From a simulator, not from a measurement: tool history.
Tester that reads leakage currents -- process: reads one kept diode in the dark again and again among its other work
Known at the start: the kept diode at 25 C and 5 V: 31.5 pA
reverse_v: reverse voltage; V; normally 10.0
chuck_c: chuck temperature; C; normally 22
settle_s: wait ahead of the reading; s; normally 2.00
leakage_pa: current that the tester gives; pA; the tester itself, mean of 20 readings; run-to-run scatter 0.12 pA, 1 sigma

run 1 hour=0.0 | reverse_v=10.0 chuck_c=22 settle_s=2.00 | leakage_pa=37.17
run 2 hour=36.5 | reverse_v=10.0 chuck_c=22 settle_s=2.00 | leakage_pa=37.27
-- hour=76.9 chuck's temperature calibrated
run 3 hour=80.5 | reverse_v=10.0 chuck_c=22 settle_s=2.00 | leakage_pa=39.37
run 4 hour=106.2 | reverse_v=10.0 chuck_c=22 settle_s=2.00 | leakage_pa=39.36
run 5 hour=126.3 | reverse_v=10.0 chuck_c=22 settle_s=2.00 | leakage_pa=39.34
run 6 hour=143.9 | reverse_v=10.0 chuck_c=22 settle_s=2.00 | leakage_pa=39.34
run 7 hour=163.5 | reverse_v=4.8 chuck_c=22 settle_s=2.00 | leakage_pa=26.22
run 8 hour=199.6 | reverse_v=4.8 chuck_c=22 settle_s=2.00 | leakage_pa=26.19
run 9 hour=229.4 | reverse_v=4.8 chuck_c=22 settle_s=2.00 | leakage_pa=26.12
run 10 hour=250.1 | reverse_v=4.8 chuck_c=22 settle_s=2.00 | leakage_pa=26.27
run 11 hour=281.8 | reverse_v=4.8 chuck_c=22 settle_s=2.00 | leakage_pa=26.20
run 12 hour=319.5 | reverse_v=4.8 chuck_c=22 settle_s=2.00 | leakage_pa=26.30
run 13 hour=340.6 | reverse_v=10.0 chuck_c=22 settle_s=2.00 | leakage_pa=39.39
run 14 hour=370.1 | reverse_v=6.5 chuck_c=22 settle_s=2.00 | leakage_pa=31.11
run 15 hour=407.6 | reverse_v=10.0 chuck_c=22 settle_s=3.45 | leakage_pa=38.69
run 16 hour=445.8 | reverse_v=10.0 chuck_c=22 settle_s=3.45 | leakage_pa=38.67
run 17 hour=474.1 | reverse_v=10.0 chuck_c=22 settle_s=3.45 | leakage_pa=38.52
run 18 hour=501.4 | reverse_v=10.0 chuck_c=22 settle_s=3.45 | leakage_pa=38.71
run 19 hour=541.4 | reverse_v=10.0 chuck_c=22 settle_s=3.45 | leakage_pa=38.72
run 20 hour=572.8 | reverse_v=10.0 chuck_c=22 settle_s=0.75 | leakage_pa=42.02
run 21 hour=593.3 | reverse_v=10.2 chuck_c=59 settle_s=6.19 | leakage_pa=425.37
run 22 hour=631.2 | reverse_v=10.8 chuck_c=22 settle_s=6.13 | leakage_pa=40.06
run 23 hour=665.8 | reverse_v=10.0 chuck_c=36 settle_s=2.00 | leakage_pa=100.66
run 24 hour=691.3 | reverse_v=1.1 chuck_c=49 settle_s=1.61 | leakage_pa=73.97
run 25 hour=731.6 | reverse_v=1.1 chuck_c=49 settle_s=1.61 | leakage_pa=73.83
run 26 hour=763.1 | reverse_v=10.8 chuck_c=35 settle_s=0.57 | leakage_pa=101.71
run 27 hour=781.5 | reverse_v=1.4 chuck_c=38 settle_s=2.00 | leakage_pa=40.87
run 28 hour=823.0 | reverse_v=1.4 chuck_c=38 settle_s=2.00 | leakage_pa=40.80
run 29 hour=855.5 | reverse_v=1.4 chuck_c=38 settle_s=0.78 | leakage_pa=41.26
run 30 hour=887.0 | reverse_v=1.4 chuck_c=38 settle_s=0.78 | leakage_pa=41.31
run 31 hour=918.8 | reverse_v=1.4 chuck_c=59 settle_s=1.08 | leakage_pa=154.28
run 32 hour=945.9 | reverse_v=6.3 chuck_c=52 settle_s=8.33 | leakage_pa=217.30
run 33 hour=980.6 | reverse_v=10.0 chuck_c=22 settle_s=4.30 | leakage_pa=38.36
run 34 hour=1005.5 | reverse_v=10.0 chuck_c=22 settle_s=4.30 | leakage_pa=38.27
run 35 hour=1034.0 | reverse_v=10.0 chuck_c=22 settle_s=4.30 | leakage_pa=38.20
run 36 hour=1053.9 | reverse_v=15.4 chuck_c=59 settle_s=7.18 | leakage_pa=520.90
run 37 hour=1084.5 | reverse_v=15.4 chuck_c=59 settle_s=7.18 | leakage_pa=522.48
run 38 hour=1108.2 | reverse_v=10.5 chuck_c=27 settle_s=2.00 | leakage_pa=56.35
run 39 hour=1145.6 | reverse_v=6.0 chuck_c=22 settle_s=6.45 | leakage_pa=28.88
run 40 hour=1170.5 | reverse_v=6.0 chuck_c=22 settle_s=2.28 | leakage_pa=29.54

4 ways to go on from here, each from the tool as it stands after run 40. What would each give?
run A hour=1188.8 | reverse_v=5.6 chuck_c=53 settle_s=0.38 | leakage_pa=?
run B hour=1188.8 | reverse_v=2.1 chuck_c=25 settle_s=0.31 | leakage_pa=?
run C hour=1188.8 | reverse_v=10.0 chuck_c=35 settle_s=2.00 | leakage_pa=?
run D hour=1188.8 | reverse_v=6.0 chuck_c=29 settle_s=0.65 | leakage_pa=?

run=A leakage_pa=220.91
run=B leakage_pa=22.44
run=C leakage_pa=93.63
run=D leakage_pa=49.81
Without the tool's hidden state the same runs would have given:
run=A leakage_pa=224.30
run=B leakage_pa=22.43
run=C leakage_pa=93.32
run=D leakage_pa=49.44

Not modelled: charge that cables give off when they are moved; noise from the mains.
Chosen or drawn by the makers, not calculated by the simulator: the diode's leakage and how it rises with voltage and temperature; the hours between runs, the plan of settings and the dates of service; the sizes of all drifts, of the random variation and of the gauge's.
